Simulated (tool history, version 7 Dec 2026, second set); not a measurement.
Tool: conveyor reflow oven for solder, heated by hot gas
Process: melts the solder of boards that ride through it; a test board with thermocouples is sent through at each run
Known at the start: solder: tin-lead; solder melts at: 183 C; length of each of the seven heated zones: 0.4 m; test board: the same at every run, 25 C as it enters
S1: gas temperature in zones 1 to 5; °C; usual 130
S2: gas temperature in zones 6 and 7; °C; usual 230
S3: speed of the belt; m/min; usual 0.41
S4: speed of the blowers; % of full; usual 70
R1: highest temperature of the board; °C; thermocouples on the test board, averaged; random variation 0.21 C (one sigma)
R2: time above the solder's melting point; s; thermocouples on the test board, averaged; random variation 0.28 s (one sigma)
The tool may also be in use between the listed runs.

run     day   S1   S2     S3  S4     R1    R2
  1       0  130  230   0.41  70  217.4  86.6
  2   0.517  130  230   0.41  70  217.1  86.7
  3   0.825  130  230   0.41  70  217.2    87
  4   1.279  130  230   0.41  70  217.1  86.3
  5   1.617  130  230   0.41  70  217.4  86.2
  6   2.196  130  230   0.41  70    217  86.3
  7   2.767  130  230   0.41  69    217  85.6
  8   3.275  130  230   0.41  70  217.1    86
  9   3.571  130  230   0.41  70  217.5  86.5
 10   3.883  130  239   0.41  70  225.7  94.4
 11   4.188  130  239   0.41  70  225.5  94.6
 12   4.488  130  239   0.41  70  225.3    95
 13   5.004  130  239   0.41  70  225.2  94.3
 14   5.412  130  239   0.41  70    225  95.2
 15   5.821  130  239   0.41  70  224.8  94.5
 16   6.338  130  218   0.41  57  203.2  65.2
 17   6.733  115  244   0.41  57  224.5  86.5
 18     7.1  115  230   0.41  70  214.8  76.7
 19   7.521  130  230  0.479  54  207.4    59
 20   7.879  123  242  0.464  70  222.4  77.6
 21   8.158  129  233  0.405  70  219.7  90.1
 22   8.567  130  230  0.362  87  222.5   107
 23   8.988  130  245  0.455  78  228.5  87.4
 24   9.362  130  245  0.455  78  228.7  87.7
 25   9.808  130  219  0.455  78  205.4  62.7
 26  10.162  116  236   0.39  84  224.5  93.9
 27  10.592  130  230  0.393  70  217.9  91.4
 28  11.062  130  230  0.393  70  217.9  90.9
 29  11.571  130  230  0.393  70  217.6  91.4
 30  11.979  125  232   0.41  70  217.5  84.3

Measured less the same run without the tool's hidden state. The same run-to-run variation is in both; the gauge's scatter may not be:
The hidden state here: heat that the gas passes to the board, % of a clean oven's; belt's true speed, % of the reading; true gas temperature in zones 6 and 7 over the reading, C; drift of the gauge itself on peak_c, C; drift of the gauge itself on liquid_s, %.
run    R1    R2
  1  +0.1  +1.1
  2  +0.1    +1
  3    +0    +1
  4    +0    +1
  5  -0.1  +0.9
  6    +0  +0.9
  7  -0.1  +0.8
  8  -0.2  +0.8
  9  -0.2  +0.8
 10  -0.2  +0.9
 11  -0.3  +0.9
 12  -0.2  +0.9
 13  -0.2  +0.9
 14  -0.3  +0.9
 15  -0.4  +0.9
 16  -0.2  +0.2
 17  -0.4  +0.7
 18  -0.5  +0.1
 19  -0.4  +0.1
 20  -0.7  +0.3
 21  -0.5  +0.5
 22  -0.5  +0.7
 23  -0.8  +0.5
 24  -0.9  +0.5
 25  -0.7  -0.8
 26  -0.8  +0.1
 27  -0.6  +0.3
 28  -0.7  +0.2
 29  -0.7  +0.1
 30  -0.9  -0.1

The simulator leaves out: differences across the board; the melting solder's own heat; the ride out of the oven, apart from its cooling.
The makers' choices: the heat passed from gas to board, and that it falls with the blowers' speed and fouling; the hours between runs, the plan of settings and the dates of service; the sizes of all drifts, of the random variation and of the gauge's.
